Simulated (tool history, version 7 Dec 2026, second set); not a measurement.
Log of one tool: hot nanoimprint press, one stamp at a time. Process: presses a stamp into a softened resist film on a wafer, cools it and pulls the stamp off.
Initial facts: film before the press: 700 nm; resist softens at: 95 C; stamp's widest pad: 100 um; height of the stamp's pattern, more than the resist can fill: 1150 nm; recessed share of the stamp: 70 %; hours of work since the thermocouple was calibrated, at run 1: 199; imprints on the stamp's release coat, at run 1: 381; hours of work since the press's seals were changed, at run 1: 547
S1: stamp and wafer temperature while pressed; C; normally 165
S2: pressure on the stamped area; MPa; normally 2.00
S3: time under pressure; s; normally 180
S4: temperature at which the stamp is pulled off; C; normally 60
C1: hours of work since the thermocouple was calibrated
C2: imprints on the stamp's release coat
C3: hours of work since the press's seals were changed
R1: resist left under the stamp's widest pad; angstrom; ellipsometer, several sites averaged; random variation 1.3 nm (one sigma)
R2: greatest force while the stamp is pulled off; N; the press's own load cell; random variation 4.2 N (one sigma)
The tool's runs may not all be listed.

run 1 hour=0.0 | S1=165 S2=2.00 S3=180 S4=60 | C1=199 C2=381 C3=547 | R1=3783 R2=209
run 2 hour=34.7 | S1=165 S2=2.00 S3=180 S4=56 | C1=215 C2=466 C3=562 | R1=3793 R2=227
run 3 hour=69.9 | S1=165 S2=2.00 S3=180 S4=56 | C1=230 C2=553 C3=578 | R1=3811 R2=228
run 4 hour=102.9 | S1=165 S2=2.00 S3=180 S4=56 | C1=245 C2=635 C3=593 | R1=3796 R2=215
-- hour=165.9 plate thermocouple calibrated
run 5 hour=183.8 | S1=165 S2=2.00 S3=180 S4=56 | C1=8 C2=827 C3=628 | R1=3766 R2=224
run 6 hour=246.0 | S1=165 S2=2.00 S3=180 S4=60 | C1=36 C2=981 C3=656 | R1=3798 R2=211
run 7 hour=305.5 | S1=165 S2=2.00 S3=180 S4=60 | C1=63 C2=1128 C3=683 | R1=3761 R2=209
run 8 hour=348.4 | S1=165 S2=2.00 S3=180 S4=60 | C1=82 C2=1234 C3=702 | R1=3774 R2=201
run 9 hour=397.5 | S1=165 S2=2.00 S3=180 S4=60 | C1=104 C2=1355 C3=724 | R1=3757 R2=209
run 10 hour=453.4 | S1=165 S2=2.00 S3=180 S4=60 | C1=129 C2=1493 C3=749 | R1=3774 R2=206
run 11 hour=508.3 | S1=154 S2=2.64 S3=180 S4=60 | C1=154 C2=1629 C3=774 | R1=5461 R2=213
run 12 hour=562.9 | S1=154 S2=1.63 S3=180 S4=61 | C1=179 C2=1764 C3=799 | R1=6026 R2=201
-- hour=599.6 press's hydraulic seals changed and the load cell set to zero
run 13 hour=651.7 | S1=174 S2=2.27 S3=93 S4=50 | C1=215 C2=1964 C3=23 | R1=2910 R2=243
run 14 hour=717.3 | S1=174 S2=2.27 S3=93 S4=50 | C1=245 C2=2126 C3=53 | R1=2893 R2=245
-- hour=782.0 plate thermocouple calibrated
run 15 hour=784.2 | S1=174 S2=2.27 S3=93 S4=50 | C1=1 C2=2284 C3=82 | R1=2910 R2=237
-- hour=815.3 stamp cleaned and given a new release coat
run 16 hour=824.3 | S1=175 S2=3.11 S3=169 S4=48 | C1=16 C2=22 C3=97 | R1=1832 R2=249
run 17 hour=879.0 | S1=175 S2=3.11 S3=165 S4=48 | C1=41 C2=157 C3=122 | R1=1866 R2=250
run 18 hour=931.4 | S1=175 S2=3.11 S3=165 S4=48 | C1=65 C2=286 C3=145 | R1=1869 R2=255
run 19 hour=984.5 | S1=161 S2=3.11 S3=190 S4=68 | C1=88 C2=418 C3=169 | R1=3727 R2=178

Branching from run 19: 4 alternative next runs. What would each branch give?
run A hour=1020.7 | S1=154 S2=2.00 S3=140 S4=47 | C1=105 C2=507 C3=186 | R1=? R2=?
run B hour=1020.7 | S1=165 S2=2.00 S3=301 S4=59 | C1=105 C2=507 C3=186 | R1=? R2=?
run C hour=1020.7 | S1=165 S2=2.36 S3=180 S4=60 | C1=105 C2=507 C3=186 | R1=? R2=?
run D hour=1020.7 | S1=170 S2=2.50 S3=190 S4=63 | C1=105 C2=507 C3=186 | R1=? R2=?

run=A R1=6000 R2=257
run=B R1=3135 R2=206
run=C R1=3514 R2=207
run=D R1=2570 R2=191
The same runs, with their run-to-run variation unchanged, on a tool lacking any hidden condition would have given:
run=A R1=5999 R2=256
run=B R1=3133 R2=206
run=C R1=3512 R2=207
run=D R1=2568 R2=190

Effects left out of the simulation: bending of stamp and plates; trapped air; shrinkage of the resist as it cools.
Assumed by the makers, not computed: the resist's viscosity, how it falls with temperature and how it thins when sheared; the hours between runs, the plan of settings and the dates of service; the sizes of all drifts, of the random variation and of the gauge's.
